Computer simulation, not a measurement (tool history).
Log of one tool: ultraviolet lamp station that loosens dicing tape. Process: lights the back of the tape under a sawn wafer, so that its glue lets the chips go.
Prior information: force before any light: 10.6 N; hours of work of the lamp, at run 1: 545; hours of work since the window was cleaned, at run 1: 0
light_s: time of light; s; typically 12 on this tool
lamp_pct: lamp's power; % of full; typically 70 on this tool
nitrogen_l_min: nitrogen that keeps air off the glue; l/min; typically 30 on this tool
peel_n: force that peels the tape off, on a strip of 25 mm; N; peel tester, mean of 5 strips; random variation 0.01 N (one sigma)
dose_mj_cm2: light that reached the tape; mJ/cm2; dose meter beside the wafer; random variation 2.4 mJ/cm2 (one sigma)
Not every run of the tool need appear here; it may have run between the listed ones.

run,hour,light_s,lamp_pct,nitrogen_l_min,hours of work of the lamp,hours of work since the window was cleaned,peel_n,dose_mj_cm2
1,0,12,70,30,545,0,0.528,225
2,37.7,12,70,30,566,21,0.552,221
3,75.3,12,70,30,587,42,0.583,228
4,110,12,70,30,607,62,0.543,219
5,140.6,12,70,30,624,79,0.591,223
6,158.7,12,70,16,634,89,0.865,217
# hour 161.4: window cleaned of glue's vapour
7,177.1,16,70,30,644,9,0.343,293
8,194,22,79,30,654,18,0.223,451
9,217.6,9,82,17,667,31,1.105,191
10,238.4,18,72,51,678,43,0.244,336

Run 11 comes next. What will it give?
11,254.6,8,61,30,687,52,?,?

Logged for run 11: peel_n 1.779 N, dose_mj_cm2 126 mJ/cm2.
Minus the tool's unlogged condition, the same run would have read peel_n 1.376 N, dose_mj_cm2 145 mJ/cm2.

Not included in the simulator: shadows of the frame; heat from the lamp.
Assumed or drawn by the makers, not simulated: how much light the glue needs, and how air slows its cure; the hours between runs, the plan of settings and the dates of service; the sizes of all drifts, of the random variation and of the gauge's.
